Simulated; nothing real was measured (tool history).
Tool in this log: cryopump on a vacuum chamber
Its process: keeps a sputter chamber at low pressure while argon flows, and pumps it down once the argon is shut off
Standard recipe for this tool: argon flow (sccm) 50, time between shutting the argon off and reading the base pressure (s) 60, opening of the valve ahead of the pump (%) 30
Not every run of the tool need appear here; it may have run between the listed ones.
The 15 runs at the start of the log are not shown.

run	hour	argon flow (sccm)	time between shutting the argon off and reading the base pressure (s)	opening of the valve ahead of the pump (%)	pressure while argon flows (Pa)	pressure after the wait (uPa)
16	801.1	50	60	30	0.1386	1.75
17	839.1	50	60	30	0.1394	1.79
18	874.2	50	61	37	0.1148	1.83
19	940.3	59	262	30	0.1652	1.14
20	985.7	21	41	26	0.0673	2.32
21	1052.9	21	41	26	0.0678	2.35
22	1123.5	21	41	26	0.0679	2.33
23	1171.1	21	41	26	0.0674	2.31
# hour 1213.2: pump warmed up, emptied and cooled again
24	1226.6	21	41	26	0.0632	2.17
25	1266	21	41	26	0.063	2.23
26	1311.1	50	60	26	0.1518	1.73
27	1344.7	27	37	26	0.0815	2.36
28	1410.7	78	60	30	0.2064	1.79
29	1481.2	89	84	55	0.131	1.59
30	1529.5	50	46	21	0.188	2.04
31	1573.8	85	162	55	0.1255	1.28
32	1611.2	23	23	45	0.0422	3.27
33	1653.4	50	190	36	0.1119	1.28

Branching from run 33: 5 alternative next runs. What would each branch give?
A	1720.4	28	190	33	?	?
B	1720.4	22	51	42	?	?
C	1720.4	42	127	43	?	?
D	1720.4	22	25	28	?	?
E	1720.4	35	135	36	?	?

run	pressure while argon flows (Pa)	pressure after the wait (uPa)
A	0.0674	1.34
B	0.0427	2.14
C	0.0792	1.5
D	0.0628	3.11
E	0.0789	1.44
Without the tool's unlogged condition, the same runs would have read:
run	pressure while argon flows (Pa)	pressure after the wait (uPa)
A	0.065	0.45
B	0.0408	1.22
C	0.0756	0.59
D	0.0609	2.23
E	0.0759	0.54

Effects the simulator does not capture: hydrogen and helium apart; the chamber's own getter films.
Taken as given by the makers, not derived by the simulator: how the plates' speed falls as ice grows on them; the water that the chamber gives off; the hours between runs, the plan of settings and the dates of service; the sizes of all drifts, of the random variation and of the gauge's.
